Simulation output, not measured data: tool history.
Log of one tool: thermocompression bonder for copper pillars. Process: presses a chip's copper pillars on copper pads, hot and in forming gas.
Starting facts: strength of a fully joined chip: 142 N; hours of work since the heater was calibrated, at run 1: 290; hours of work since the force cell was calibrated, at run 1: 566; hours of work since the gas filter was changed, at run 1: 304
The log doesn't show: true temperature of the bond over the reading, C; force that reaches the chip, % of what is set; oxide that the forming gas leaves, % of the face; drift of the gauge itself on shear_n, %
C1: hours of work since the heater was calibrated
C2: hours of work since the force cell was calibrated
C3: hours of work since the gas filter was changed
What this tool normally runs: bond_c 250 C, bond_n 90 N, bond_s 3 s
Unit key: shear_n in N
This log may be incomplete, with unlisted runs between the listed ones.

{"run": 1, "hour": 0.0, "bond_c": 250, "bond_n": 90, "bond_s": 3, "C1": 290, "C2": 566, "C3": 304, "shear_n": 64.4}
{"run": 2, "hour": 4.7, "bond_c": 250, "bond_n": 90, "bond_s": 3, "C1": 293, "C2": 570, "C3": 307, "shear_n": 63.8}
{"run": 3, "hour": 11.0, "bond_c": 250, "bond_n": 90, "bond_s": 3, "C1": 298, "C2": 574, "C3": 312, "shear_n": 63.8}
{"run": 4, "hour": 20.2, "bond_c": 250, "bond_n": 90, "bond_s": 3, "C1": 305, "C2": 581, "C3": 318, "shear_n": 63.5}
{"run": 5, "hour": 27.0, "bond_c": 250, "bond_n": 90, "bond_s": 3, "C1": 309, "C2": 585, "C3": 323, "shear_n": 63.8}
{"run": 6, "hour": 33.2, "bond_c": 250, "bond_n": 90, "bond_s": 3, "C1": 314, "C2": 590, "C3": 327, "shear_n": 63.9}
{"run": 7, "hour": 42.9, "bond_c": 250, "bond_n": 128, "bond_s": 3, "C1": 321, "C2": 597, "C3": 334, "shear_n": 89.1}
{"run": 8, "hour": 52.4, "bond_c": 250, "bond_n": 128, "bond_s": 3, "C1": 328, "C2": 604, "C3": 341, "shear_n": 89.2}
{"run": 9, "hour": 60.1, "bond_c": 250, "bond_n": 128, "bond_s": 3, "C1": 333, "C2": 609, "C3": 347, "shear_n": 87.9}
{"run": 10, "hour": 68.8, "bond_c": 250, "bond_n": 90, "bond_s": 7, "C1": 339, "C2": 615, "C3": 353, "shear_n": 82.9}
{"run": 11, "hour": 77.1, "bond_c": 250, "bond_n": 90, "bond_s": 3, "C1": 345, "C2": 621, "C3": 359, "shear_n": 63.9}
{"run": 12, "hour": 86.1, "bond_c": 250, "bond_n": 90, "bond_s": 3, "C1": 352, "C2": 628, "C3": 365, "shear_n": 62.7}
{"run": 13, "hour": 94.8, "bond_c": 251, "bond_n": 90, "bond_s": 3, "C1": 358, "C2": 634, "C3": 371, "shear_n": 62.6}
{"run": 14, "hour": 103.1, "bond_c": 251, "bond_n": 90, "bond_s": 3, "C1": 364, "C2": 640, "C3": 377, "shear_n": 63.8}
{"run": 15, "hour": 111.1, "bond_c": 250, "bond_n": 54, "bond_s": 3, "C1": 370, "C2": 646, "C3": 383, "shear_n": 34.7}
{"run": 16, "hour": 118.0, "bond_c": 250, "bond_n": 94, "bond_s": 3, "C1": 374, "C2": 650, "C3": 388, "shear_n": 66.3}
{"run": 17, "hour": 125.5, "bond_c": 250, "bond_n": 94, "bond_s": 3, "C1": 380, "C2": 656, "C3": 393, "shear_n": 65.8}
{"run": 18, "hour": 130.7, "bond_c": 250, "bond_n": 62, "bond_s": 3, "C1": 384, "C2": 660, "C3": 397, "shear_n": 41.2}
{"run": 19, "hour": 135.3, "bond_c": 250, "bond_n": 62, "bond_s": 3, "C1": 387, "C2": 663, "C3": 400, "shear_n": 40.8}
{"run": 20, "hour": 144.5, "bond_c": 250, "bond_n": 62, "bond_s": 3, "C1": 393, "C2": 669, "C3": 407, "shear_n": 40.5}
{"run": 21, "hour": 154.2, "bond_c": 240, "bond_n": 94, "bond_s": 9, "C1": 400, "C2": 676, "C3": 414, "shear_n": 82.0}
{"run": 22, "hour": 158.8, "bond_c": 240, "bond_n": 94, "bond_s": 9, "C1": 404, "C2": 680, "C3": 417, "shear_n": 81.2}
{"run": 23, "hour": 165.0, "bond_c": 273, "bond_n": 90, "bond_s": 7, "C1": 408, "C2": 684, "C3": 422, "shear_n": 102.0}
{"run": 24, "hour": 173.3, "bond_c": 221, "bond_n": 77, "bond_s": 5, "C1": 414, "C2": 690, "C3": 428, "shear_n": 39.9}
{"run": 25, "hour": 183.3, "bond_c": 221, "bond_n": 90, "bond_s": 7, "C1": 421, "C2": 697, "C3": 435, "shear_n": 54.8}
{"run": 26, "hour": 190.6, "bond_c": 254, "bond_n": 110, "bond_s": 3, "C1": 426, "C2": 702, "C3": 440, "shear_n": 79.4}
{"run": 27, "hour": 199.3, "bond_c": 268, "bond_n": 126, "bond_s": 3, "C1": 433, "C2": 709, "C3": 446, "shear_n": 101.6}
{"run": 28, "hour": 206.6, "bond_c": 278, "bond_n": 61, "bond_s": 3, "C1": 438, "C2": 714, "C3": 451, "shear_n": 59.1}
{"hour": 214.9, "done": "forming gas filter changed"}
{"run": 29, "hour": 214.9, "bond_c": 278, "bond_n": 61, "bond_s": 3, "C1": 443, "C2": 719, "C3": 0, "shear_n": 62.5}
{"run": 30, "hour": 224.1, "bond_c": 234, "bond_n": 61, "bond_s": 3, "C1": 450, "C2": 726, "C3": 7, "shear_n": 32.5}
{"run": 31, "hour": 233.8, "bond_c": 234, "bond_n": 61, "bond_s": 3, "C1": 457, "C2": 733, "C3": 14, "shear_n": 32.3}
{"run": 32, "hour": 242.4, "bond_c": 234, "bond_n": 61, "bond_s": 3, "C1": 463, "C2": 739, "C3": 20, "shear_n": 32.4}
{"run": 33, "hour": 251.7, "bond_c": 234, "bond_n": 61, "bond_s": 3, "C1": 470, "C2": 746, "C3": 26, "shear_n": 32.6}
{"run": 34, "hour": 256.6, "bond_c": 234, "bond_n": 61, "bond_s": 3, "C1": 473, "C2": 749, "C3": 30, "shear_n": 32.2}
{"run": 35, "hour": 264.1, "bond_c": 250, "bond_n": 57, "bond_s": 7, "C1": 478, "C2": 754, "C3": 35, "shear_n": 55.4}
{"run": 36, "hour": 272.4, "bond_c": 250, "bond_n": 99, "bond_s": 2, "C1": 484, "C2": 760, "C3": 41, "shear_n": 63.9}
{"run": 37, "hour": 278.4, "bond_c": 258, "bond_n": 99, "bond_s": 2, "C1": 489, "C2": 765, "C3": 45, "shear_n": 71.6}
{"run": 38, "hour": 284.5, "bond_c": 263, "bond_n": 77, "bond_s": 4, "C1": 493, "C2": 769, "C3": 50, "shear_n": 75.0}
{"run": 39, "hour": 294.8, "bond_c": 252, "bond_n": 105, "bond_s": 4, "C1": 500, "C2": 776, "C3": 57, "shear_n": 87.0}

Predict each of these 4 candidate next runs independently; none follows another, all start after run 39:
{"run": "A", "hour": 303.2, "bond_c": 272, "bond_n": 90, "bond_s": 3, "C1": 506, "C2": 782, "C3": 63, "shear_n": "?"}
{"run": "B", "hour": 303.2, "bond_c": 250, "bond_n": 94, "bond_s": 6, "C1": 506, "C2": 782, "C3": 63, "shear_n": "?"}
{"run": "C", "hour": 303.2, "bond_c": 252, "bond_n": 63, "bond_s": 3, "C1": 506, "C2": 782, "C3": 63, "shear_n": "?"}
{"run": "D", "hour": 303.2, "bond_c": 221, "bond_n": 64, "bond_s": 3, "C1": 506, "C2": 782, "C3": 63, "shear_n": "?"}

run=A shear_n=86.2
run=B shear_n=85.7
run=C shear_n=45.0
run=D shear_n=27.1
Take away the tool's hidden state, keep each run's random variation, and the runs would have read:
run=A shear_n=86.3
run=B shear_n=85.9
run=C shear_n=45.0
run=D shear_n=27.2

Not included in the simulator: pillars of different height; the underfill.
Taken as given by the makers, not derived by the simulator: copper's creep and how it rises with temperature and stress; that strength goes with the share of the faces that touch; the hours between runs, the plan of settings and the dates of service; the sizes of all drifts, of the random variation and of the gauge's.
